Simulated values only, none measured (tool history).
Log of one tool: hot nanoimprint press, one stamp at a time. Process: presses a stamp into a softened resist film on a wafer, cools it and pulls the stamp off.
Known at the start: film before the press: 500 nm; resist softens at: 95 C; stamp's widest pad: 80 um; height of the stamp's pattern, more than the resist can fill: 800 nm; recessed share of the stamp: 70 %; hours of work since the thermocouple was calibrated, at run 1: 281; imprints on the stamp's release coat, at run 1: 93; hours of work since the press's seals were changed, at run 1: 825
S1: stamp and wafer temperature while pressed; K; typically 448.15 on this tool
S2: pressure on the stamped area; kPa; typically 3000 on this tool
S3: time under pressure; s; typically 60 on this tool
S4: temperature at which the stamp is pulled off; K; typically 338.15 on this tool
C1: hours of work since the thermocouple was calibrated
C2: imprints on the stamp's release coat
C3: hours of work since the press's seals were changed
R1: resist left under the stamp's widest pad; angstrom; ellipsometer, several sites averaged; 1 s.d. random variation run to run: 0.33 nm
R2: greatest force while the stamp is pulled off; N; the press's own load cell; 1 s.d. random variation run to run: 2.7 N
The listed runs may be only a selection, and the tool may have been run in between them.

run 1 day=0 | S1=448.15 S2=3000 S3=60 S4=338.15 | C1=281 C2=93 C3=825 | R1=2434 R2=208
run 2 day=2.512 | S1=448.15 S2=3000 S3=60 S4=338.15 | C1=318 C2=346 C3=862 | R1=2431 R2=215
run 3 day=4.158 | S1=448.15 S2=3000 S3=60 S4=338.15 | C1=342 C2=511 C3=886 | R1=2428 R2=218
run 4 day=6.633 | S1=448.15 S2=3000 S3=60 S4=338.15 | C1=378 C2=761 C3=922 | R1=2424 R2=224
run 5 day=8.146 | S1=448.15 S2=3000 S3=60 S4=338.15 | C1=400 C2=913 C3=944 | R1=2421 R2=223
run 6 day=9.967 | S1=448.15 S2=2220 S3=60 S4=338.15 | C1=426 C2=1096 C3=971 | R1=2726 R2=234
run 7 day=12.625 | S1=448.15 S2=2220 S3=60 S4=338.15 | C1=465 C2=1364 C3=1010 | R1=2722 R2=236
run 8 day=14.45 | S1=448.15 S2=2220 S3=60 S4=338.15 | C1=492 C2=1547 C3=1037 | R1=2715 R2=241
run 9 day=15.6 | S1=448.15 S2=2220 S3=60 S4=338.15 | C1=509 C2=1663 C3=1053 | R1=2720 R2=244
-- day=17.612 press's hydraulic seals changed and the load cell set to zero
-- day=18.254 plate thermocouple calibrated
run 10 day=18.788 | S1=448.15 S2=1930 S3=60 S4=338.15 | C1=8 C2=1938 C3=15 | R1=2780 R2=251
run 11 day=20 | S1=448.15 S2=1930 S3=60 S4=338.15 | C1=26 C2=2060 C3=33 | R1=2778 R2=253
run 12 day=21.383 | S1=448.15 S2=3000 S3=60 S4=328.15 | C1=46 C2=2199 C3=53 | R1=2305 R2=281
-- day=23.217 plate thermocouple calibrated, once more
run 13 day=23.442 | S1=448.15 S2=3000 S3=60 S4=328.15 | C1=3 C2=2394 C3=82 | R1=2431 R2=300
-- day=24.238 stamp cleaned and given a new release coat
run 14 day=25.312 | S1=448.15 S2=3000 S3=60 S4=338.15 | C1=27 C2=108 C3=105 | R1=2418 R2=205
run 15 day=28.062 | S1=448.15 S2=3000 S3=60 S4=343.15 | C1=67 C2=385 C3=145 | R1=2417 R2=209
run 16 day=29.354 | S1=448.15 S2=3000 S3=60 S4=343.15 | C1=86 C2=515 C3=164 | R1=2416 R2=209
run 17 day=30.696 | S1=448.15 S2=3110 S3=60 S4=338.15 | C1=106 C2=650 C3=184 | R1=2378 R2=225
run 18 day=32.671 | S1=448.15 S2=3110 S3=60 S4=338.15 | C1=134 C2=849 C3=213 | R1=2375 R2=230
run 19 day=33.833 | S1=448.15 S2=3110 S3=60 S4=338.15 | C1=151 C2=966 C3=230 | R1=2373 R2=233
run 20 day=36.183 | S1=452.15 S2=2230 S3=30 S4=340.15 | C1=186 C2=1202 C3=264 | R1=3044 R2=228
run 21 day=38.575 | S1=448.15 S2=3000 S3=63 S4=323.15 | C1=221 C2=1443 C3=299 | R1=2360 R2=270
run 22 day=41.208 | S1=448.15 S2=3000 S3=63 S4=323.15 | C1=259 C2=1708 C3=337 | R1=2357 R2=284
run 23 day=43.012 | S1=440.15 S2=1890 S3=50 S4=338.15 | C1=286 C2=1890 C3=364 | R1=3705 R2=250
run 24 day=44.225 | S1=440.15 S2=1890 S3=56 S4=339.15 | C1=303 C2=2012 C3=381 | R1=3609 R2=250
run 25 day=46.75 | S1=440.15 S2=2660 S3=40 S4=339.15 | C1=340 C2=2266 C3=418 | R1=3543 R2=259
run 26 day=48.133 | S1=440.15 S2=2300 S3=109 S4=339.15 | C1=360 C2=2405 C3=438 | R1=2789 R2=270
-- day=48.879 stamp cleaned and given a new release coat
run 27 day=50.138 | S1=445.15 S2=3000 S3=60 S4=328.15 | C1=386 C2=127 C3=464 | R1=2618 R2=229
run 28 day=51.842 | S1=451.15 S2=2400 S3=38 S4=328.15 | C1=411 C2=299 C3=489 | R1=2794 R2=236
run 29 day=53.542 | S1=448.15 S2=3970 S3=92 S4=331.15 | C1=436 C2=470 C3=514 | R1=1775 R2=228

Per-run results on a tool with no hidden state, each run keeping its own random variation:
The hidden state here: true temperature over the reading, C; pressure that arrives at the usual setting, %; grip of the stamp's worn release coat, % over a new coat's; drift of the gauge itself on residual_nm, %; drift of the gauge itself on pull_off_n, %.
run=1 R1=2444 R2=207
run=2 R1=2444 R2=209
run=3 R1=2444 R2=207
run=4 R1=2444 R2=207
run=5 R1=2444 R2=204
run=6 R1=2767 R2=209
run=7 R1=2768 R2=205
run=8 R1=2764 R2=206
run=9 R1=2771 R2=206
run=10 R1=2923 R2=208
run=11 R1=2923 R2=206
run=12 R1=2445 R2=226
run=13 R1=2448 R2=234
run=14 R1=2438 R2=204
run=15 R1=2442 R2=201
run=16 R1=2444 R2=198
run=17 R1=2407 R2=210
run=18 R1=2406 R2=211
run=19 R1=2406 R2=210
run=20 R1=3084 R2=201
run=21 R1=2402 R2=232
run=22 R1=2403 R2=238
run=23 R1=3763 R2=206
run=24 R1=3672 R2=204
run=25 R1=3607 R2=205
run=26 R1=2865 R2=212
run=27 R1=2684 R2=228
run=28 R1=2862 R2=231
run=29 R1=1822 R2=219
